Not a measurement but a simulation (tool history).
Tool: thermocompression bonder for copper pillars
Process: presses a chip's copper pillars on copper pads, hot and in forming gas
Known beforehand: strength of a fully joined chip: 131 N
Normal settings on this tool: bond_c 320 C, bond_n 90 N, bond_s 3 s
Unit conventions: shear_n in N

{"run": 1, "hour": 0.0, "bond_c": 320, "bond_n": 90, "bond_s": 3, "shear_n": 87.4}
{"run": 2, "hour": 9.0, "bond_c": 320, "bond_n": 90, "bond_s": 3, "shear_n": 90.0}
{"run": 3, "hour": 18.5, "bond_c": 320, "bond_n": 90, "bond_s": 3, "shear_n": 88.5}
{"run": 4, "hour": 23.6, "bond_c": 320, "bond_n": 90, "bond_s": 3, "shear_n": 88.7}
{"run": 5, "hour": 29.7, "bond_c": 320, "bond_n": 90, "bond_s": 3, "shear_n": 89.3}
{"run": 6, "hour": 36.3, "bond_c": 320, "bond_n": 90, "bond_s": 3, "shear_n": 88.0}
{"run": 7, "hour": 41.3, "bond_c": 320, "bond_n": 90, "bond_s": 3, "shear_n": 87.3}
{"run": 8, "hour": 45.3, "bond_c": 320, "bond_n": 90, "bond_s": 3, "shear_n": 88.9}
{"run": 9, "hour": 50.3, "bond_c": 320, "bond_n": 90, "bond_s": 3, "shear_n": 88.3}
{"run": 10, "hour": 55.8, "bond_c": 320, "bond_n": 90, "bond_s": 3, "shear_n": 89.4}
{"run": 11, "hour": 60.7, "bond_c": 320, "bond_n": 90, "bond_s": 9, "shear_n": 108.7}
{"run": 12, "hour": 65.3, "bond_c": 320, "bond_n": 90, "bond_s": 9, "shear_n": 106.2}
{"run": 13, "hour": 72.5, "bond_c": 320, "bond_n": 90, "bond_s": 3, "shear_n": 89.0}
{"run": 14, "hour": 81.2, "bond_c": 320, "bond_n": 90, "bond_s": 3, "shear_n": 88.0}
{"run": 15, "hour": 85.9, "bond_c": 320, "bond_n": 90, "bond_s": 3, "shear_n": 86.4}
{"run": 16, "hour": 90.7, "bond_c": 320, "bond_n": 90, "bond_s": 3, "shear_n": 86.8}
{"run": 17, "hour": 95.4, "bond_c": 318, "bond_n": 90, "bond_s": 3, "shear_n": 84.2}
{"run": 18, "hour": 104.7, "bond_c": 303, "bond_n": 90, "bond_s": 3, "shear_n": 78.4}
{"run": 19, "hour": 112.0, "bond_c": 326, "bond_n": 93, "bond_s": 5, "shear_n": 101.7}
{"run": 20, "hour": 116.2, "bond_c": 320, "bond_n": 84, "bond_s": 2, "shear_n": 70.9}
{"run": 21, "hour": 123.9, "bond_c": 320, "bond_n": 84, "bond_s": 2, "shear_n": 71.8}
{"run": 22, "hour": 129.2, "bond_c": 320, "bond_n": 61, "bond_s": 5, "shear_n": 71.9}
{"run": 23, "hour": 135.1, "bond_c": 320, "bond_n": 61, "bond_s": 5, "shear_n": 71.8}
{"hour": 137.6, "done": "forming gas filter changed"}
{"run": 24, "hour": 139.7, "bond_c": 320, "bond_n": 90, "bond_s": 5, "shear_n": 103.9}
{"run": 25, "hour": 146.2, "bond_c": 325, "bond_n": 90, "bond_s": 3, "shear_n": 96.8}
{"run": 26, "hour": 151.3, "bond_c": 314, "bond_n": 55, "bond_s": 3, "shear_n": 57.2}
{"run": 27, "hour": 158.2, "bond_c": 314, "bond_n": 55, "bond_s": 3, "shear_n": 56.9}
{"run": 28, "hour": 166.9, "bond_c": 314, "bond_n": 55, "bond_s": 3, "shear_n": 56.9}
{"run": 29, "hour": 173.6, "bond_c": 342, "bond_n": 67, "bond_s": 3, "shear_n": 83.3}
{"run": 30, "hour": 182.7, "bond_c": 342, "bond_n": 67, "bond_s": 3, "shear_n": 83.6}
{"run": 31, "hour": 192.2, "bond_c": 342, "bond_n": 67, "bond_s": 3, "shear_n": 84.5}
{"run": 32, "hour": 201.5, "bond_c": 304, "bond_n": 65, "bond_s": 3, "shear_n": 62.3}

Hidden state or all else? Some run-to-run changes of shear_n, split into what the settings, what came in and random variation would give without the hidden state, and what is left for the hidden state (with any gauge scatter that isn't in both results):
What the log doesn't record here: true temperature of the bond over the reading, C; force that reaches the chip, % of what is set; oxide that the forming gas leaves, % of the face; drift of the gauge itself on shear_n, %.
Run 18 -> 19: bond_c 303 -> 326, bond_n 90 -> 93, bond_s 3 -> 5. shear_n +23.3 N: hidden state -3.3, all else +26.6.
Run 19 -> 20: bond_c 326 -> 320, bond_n 93 -> 84, bond_s 5 -> 2. shear_n -30.8 N: hidden state +3.4, all else -34.2.
Run 23 -> 24: bond_n 61 -> 90, forming gas filter changed. shear_n +32.1 N: hidden state +7.3, all else +24.8.
Run 25 -> 26: bond_c 325 -> 314, bond_n 90 -> 55. shear_n -39.6 N: hidden state -0.2, all else -39.4.

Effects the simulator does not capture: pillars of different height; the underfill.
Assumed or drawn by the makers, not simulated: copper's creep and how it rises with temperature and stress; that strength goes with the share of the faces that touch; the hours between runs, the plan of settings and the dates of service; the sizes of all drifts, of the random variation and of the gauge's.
